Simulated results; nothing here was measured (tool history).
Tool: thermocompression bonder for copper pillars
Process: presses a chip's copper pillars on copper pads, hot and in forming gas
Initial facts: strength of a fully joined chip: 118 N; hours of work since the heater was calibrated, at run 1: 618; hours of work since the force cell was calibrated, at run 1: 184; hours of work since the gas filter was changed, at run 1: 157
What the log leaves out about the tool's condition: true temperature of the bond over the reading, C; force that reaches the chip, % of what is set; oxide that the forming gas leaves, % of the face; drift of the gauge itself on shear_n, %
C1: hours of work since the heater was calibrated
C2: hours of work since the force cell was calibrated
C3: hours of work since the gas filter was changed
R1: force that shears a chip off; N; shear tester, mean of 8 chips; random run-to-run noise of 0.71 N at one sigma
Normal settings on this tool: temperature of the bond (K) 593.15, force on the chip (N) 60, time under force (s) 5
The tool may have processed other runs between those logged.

run 1 day=0.000 | temperature_of_the_bond_(K)=593.15 force_on_the_chip_(N)=60 time_under_force_(s)=5 | C1=618 C2=184 C3=157 | R1=43.0
run 2 day=0.733 | temperature_of_the_bond_(K)=593.15 force_on_the_chip_(N)=60 time_under_force_(s)=5 | C1=626 C2=192 C3=165 | R1=44.0
run 3 day=1.625 | temperature_of_the_bond_(K)=593.15 force_on_the_chip_(N)=60 time_under_force_(s)=13 | C1=636 C2=202 C3=175 | R1=62.3
run 4 day=2.454 | temperature_of_the_bond_(K)=593.15 force_on_the_chip_(N)=60 time_under_force_(s)=13 | C1=645 C2=211 C3=184 | R1=63.8
run 5 day=3.767 | temperature_of_the_bond_(K)=593.15 force_on_the_chip_(N)=60 time_under_force_(s)=13 | C1=659 C2=225 C3=198 | R1=61.3
run 6 day=4.833 | temperature_of_the_bond_(K)=593.15 force_on_the_chip_(N)=44 time_under_force_(s)=13 | C1=671 C2=237 C3=210 | R1=52.9
-- day=5.004 heater calibrated with a thermocouple chip
-- day=6.171 forming gas filter changed
run 7 day=6.312 | temperature_of_the_bond_(K)=583.15 force_on_the_chip_(N)=60 time_under_force_(s)=5 | C1=14 C2=252 C3=2 | R1=45.5
run 8 day=7.183 | temperature_of_the_bond_(K)=583.15 force_on_the_chip_(N)=60 time_under_force_(s)=5 | C1=24 C2=261 C3=11 | R1=45.8
run 9 day=8.508 | temperature_of_the_bond_(K)=583.15 force_on_the_chip_(N)=60 time_under_force_(s)=5 | C1=38 C2=276 C3=26 | R1=44.7
run 10 day=9.800 | temperature_of_the_bond_(K)=583.15 force_on_the_chip_(N)=60 time_under_force_(s)=5 | C1=52 C2=290 C3=40 | R1=44.0
run 11 day=11.200 | temperature_of_the_bond_(K)=583.15 force_on_the_chip_(N)=60 time_under_force_(s)=5 | C1=67 C2=305 C3=55 | R1=44.3
run 12 day=12.562 | temperature_of_the_bond_(K)=593.15 force_on_the_chip_(N)=66 time_under_force_(s)=5 | C1=82 C2=320 C3=70 | R1=53.4
run 13 day=13.358 | temperature_of_the_bond_(K)=593.15 force_on_the_chip_(N)=66 time_under_force_(s)=5 | C1=91 C2=329 C3=78 | R1=52.3
run 14 day=14.017 | temperature_of_the_bond_(K)=593.15 force_on_the_chip_(N)=66 time_under_force_(s)=5 | C1=98 C2=336 C3=86 | R1=52.7
run 15 day=14.788 | temperature_of_the_bond_(K)=593.15 force_on_the_chip_(N)=60 time_under_force_(s)=5 | C1=107 C2=344 C3=94 | R1=49.3
run 16 day=15.621 | temperature_of_the_bond_(K)=593.15 force_on_the_chip_(N)=60 time_under_force_(s)=5 | C1=116 C2=353 C3=103 | R1=48.1
run 17 day=16.775 | temperature_of_the_bond_(K)=593.15 force_on_the_chip_(N)=60 time_under_force_(s)=5 | C1=128 C2=366 C3=116 | R1=49.6
run 18 day=17.692 | temperature_of_the_bond_(K)=593.15 force_on_the_chip_(N)=60 time_under_force_(s)=5 | C1=138 C2=376 C3=126 | R1=48.5
run 19 day=18.650 | temperature_of_the_bond_(K)=593.15 force_on_the_chip_(N)=60 time_under_force_(s)=5 | C1=149 C2=386 C3=136 | R1=47.9
-- day=18.800 force cell calibrated
run 20 day=19.429 | temperature_of_the_bond_(K)=593.15 force_on_the_chip_(N)=72 time_under_force_(s)=5 | C1=157 C2=7 C3=144 | R1=53.6
run 21 day=20.242 | temperature_of_the_bond_(K)=593.15 force_on_the_chip_(N)=72 time_under_force_(s)=5 | C1=165 C2=16 C3=153 | R1=55.1
-- day=21.288 force cell calibrated, once more
run 22 day=21.496 | temperature_of_the_bond_(K)=593.15 force_on_the_chip_(N)=72 time_under_force_(s)=5 | C1=178 C2=2 C3=166 | R1=52.1
run 23 day=22.588 | temperature_of_the_bond_(K)=593.15 force_on_the_chip_(N)=72 time_under_force_(s)=5 | C1=190 C2=14 C3=178 | R1=52.9
run 24 day=23.329 | temperature_of_the_bond_(K)=593.15 force_on_the_chip_(N)=72 time_under_force_(s)=5 | C1=198 C2=22 C3=186 | R1=52.9
run 25 day=24.575 | temperature_of_the_bond_(K)=593.15 force_on_the_chip_(N)=55 time_under_force_(s)=3 | C1=212 C2=36 C3=199 | R1=36.5
run 26 day=25.608 | temperature_of_the_bond_(K)=606.15 force_on_the_chip_(N)=60 time_under_force_(s)=9 | C1=223 C2=47 C3=211 | R1=65.8
run 27 day=26.725 | temperature_of_the_bond_(K)=606.15 force_on_the_chip_(N)=60 time_under_force_(s)=9 | C1=235 C2=59 C3=223 | R1=65.9
-- day=26.850 forming gas filter changed
run 28 day=27.488 | temperature_of_the_bond_(K)=616.15 force_on_the_chip_(N)=42 time_under_force_(s)=7 | C1=244 C2=67 C3=7 | R1=57.8

Expected results for the next run?
run 29 day=28.704 | temperature_of_the_bond_(K)=616.15 force_on_the_chip_(N)=42 time_under_force_(s)=7 | C1=257 C2=81 C3=20 | R1=?

R1: 56.2 N
If the tool had no hidden condition, the same run with the same run-to-run variation would have returned R1 58.8 N.
